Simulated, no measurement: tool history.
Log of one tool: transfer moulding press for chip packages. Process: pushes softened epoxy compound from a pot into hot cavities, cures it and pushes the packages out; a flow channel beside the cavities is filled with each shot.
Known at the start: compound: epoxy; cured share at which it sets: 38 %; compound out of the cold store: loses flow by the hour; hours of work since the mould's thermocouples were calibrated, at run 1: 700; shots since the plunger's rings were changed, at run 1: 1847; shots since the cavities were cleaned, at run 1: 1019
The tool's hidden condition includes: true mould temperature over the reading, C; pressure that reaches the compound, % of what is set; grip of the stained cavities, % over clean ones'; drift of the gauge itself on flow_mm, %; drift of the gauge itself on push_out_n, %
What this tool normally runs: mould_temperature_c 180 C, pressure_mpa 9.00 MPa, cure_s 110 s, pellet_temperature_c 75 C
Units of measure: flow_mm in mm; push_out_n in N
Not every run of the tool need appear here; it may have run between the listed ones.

run	hour	mould_temperature_c	pressure_mpa	cure_s	pellet_temperature_c	hours of work since the mould's thermocouples were calibrated	shots since the plunger's rings were changed	shots since the cavities were cleaned	incoming compound's hours out of the cold store	flow_mm	push_out_n
1	0.0	180	9.00	110	75	700	1847	1019	35.4	592	1070
# hour 9.2: cavities cleaned with cleaning compound and waxed
2	20.8	180	9.00	110	75	714	2088	145	24.8	604	689
3	45.1	180	10.11	110	75	732	2390	447	15.9	649	928
4	62.2	180	10.11	110	75	744	2602	659	8.9	660	1075
5	83.3	180	9.00	110	85	760	2865	922	29.6	592	1111
# hour 101.0: cavities cleaned with cleaning compound and waxed
6	108.9	180	9.00	110	75	778	3165	98	30.9	589	681
7	132.5	180	9.00	110	75	795	3458	391	9.8	609	972
8	158.2	183	9.00	110	75	814	3779	712	9.0	602	894
9	170.6	183	10.89	110	75	823	3933	866	24.2	640	931
# hour 186.3: plunger's sealing rings changed
10	190.5	184	10.89	110	75	836	52	1082	28.8	661	923
# hour 195.4: cavities cleaned with cleaning compound and waxed
11	205.4	184	9.00	110	75	846	219	125	46.0	572	564
12	224.5	184	9.00	110	75	860	457	363	46.6	568	745
13	244.3	180	10.85	110	75	875	704	610	34.9	649	1019
14	271.0	180	10.85	115	75	895	1035	941	43.2	641	1034
# hour 276.6: mould's thermocouples calibrated
# hour 287.5: cavities cleaned with cleaning compound and waxed
15	287.5	186	7.98	142	67	7	1197	0	38.2	538	390
16	306.0	187	9.00	128	80	21	1428	231	21.3	588	545
17	323.8	187	9.00	128	80	34	1649	452	47.2	558	670
18	337.4	175	9.00	112	70	44	1819	622	17.9	619	1370
19	363.5	175	9.00	112	77	63	2144	947	21.8	616	1475
# hour 378.9: cavities cleaned with cleaning compound and waxed
20	384.7	175	9.00	112	77	78	2389	73	37.1	596	785
21	410.5	180	9.82	110	73	97	2709	393	45.7	594	839

Run 22 comes next. What will it give?
22	437.9	180	9.00	110	81	117	3051	735	44.9	?	?

Logged for run 22: flow_mm 561 mm, push_out_n 956 N.
Without the tool's hidden state the same run would have given flow_mm 578 mm, push_out_n 472 N.
